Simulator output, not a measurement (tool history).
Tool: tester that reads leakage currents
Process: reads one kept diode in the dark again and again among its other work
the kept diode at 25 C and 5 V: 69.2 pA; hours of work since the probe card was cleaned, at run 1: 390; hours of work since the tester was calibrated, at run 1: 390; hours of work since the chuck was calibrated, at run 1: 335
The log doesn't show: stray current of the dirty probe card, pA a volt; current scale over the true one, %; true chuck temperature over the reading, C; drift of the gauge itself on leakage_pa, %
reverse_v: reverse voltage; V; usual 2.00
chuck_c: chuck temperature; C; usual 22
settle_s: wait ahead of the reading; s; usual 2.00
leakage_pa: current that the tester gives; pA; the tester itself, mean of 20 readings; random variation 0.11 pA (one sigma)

| run | day | reverse_v | chuck_c | settle_s | hours of work since the probe card was cleaned | hours of work since the tester was calibrated | hours of work since the chuck was calibrated | leakage_pa |
|---|---|---|---|---|---|---|---|---|
| 1 | 0.000 | 2.00 | 22 | 2.00 | 390 | 390 | 335 | 34.52 |
| 2 | 1.400 | 2.00 | 40 | 2.00 | 414 | 414 | 359 | 163.43 |
| 3 | 3.867 | 2.00 | 21 | 2.00 | 456 | 456 | 402 | 31.21 |
| 4 | 6.158 | 2.00 | 22 | 2.00 | 496 | 496 | 441 | 34.38 |
| 5 | 8.958 | 2.00 | 22 | 2.40 | 543 | 543 | 488 | 34.18 |
| 6 | 11.167 | 2.00 | 22 | 2.40 | 581 | 581 | 526 | 34.50 |
| 7 | 12.788 | 2.00 | 44 | 2.00 | 609 | 609 | 554 | 227.14 |
| 8 | 14.075 | 2.76 | 44 | 2.00 | 631 | 631 | 576 | 264.06 |
| 9 | 15.350 | 2.76 | 44 | 2.00 | 653 | 653 | 598 | 264.36 |
| 10 | 17.496 | 16.00 | 56 | 5.73 | 689 | 689 | 634 | 1540.97 |
| 11 | 20.083 | 2.00 | 48 | 2.00 | 733 | 733 | 679 | 312.40 |
| 12 | 22.404 | 2.00 | 48 | 2.00 | 773 | 773 | 718 | 310.22 |
| 13 | 24.625 | 2.00 | 22 | 9.33 | 811 | 811 | 756 | 34.24 |
| 14 | 27.208 | 1.38 | 42 | 9.33 | 855 | 855 | 800 | 162.03 |
| 15 | 29.446 | 1.38 | 42 | 9.33 | 893 | 893 | 838 | 161.13 |

4 ways to go on from here, each from the tool as it stands after run 15. What would each give?
| A | 30.638 | 1.12 | 43 | 1.25 | 914 | 914 | 859 | ? |
| B | 30.638 | 1.38 | 44 | 6.95 | 914 | 914 | 859 | ? |
| C | 30.638 | 2.56 | 37 | 3.67 | 914 | 914 | 859 | ? |
| D | 30.638 | 3.35 | 23 | 2.59 | 914 | 914 | 859 | ? |

| run | leakage_pa |
|---|---|
| A | 159.15 |
| B | 190.00 |
| C | 143.53 |
| D | 48.28 |
Without the tool's hidden state the same runs would have given:
| run | leakage_pa |
|---|---|
| A | 159.17 |
| B | 190.03 |
| C | 143.55 |
| D | 48.28 |

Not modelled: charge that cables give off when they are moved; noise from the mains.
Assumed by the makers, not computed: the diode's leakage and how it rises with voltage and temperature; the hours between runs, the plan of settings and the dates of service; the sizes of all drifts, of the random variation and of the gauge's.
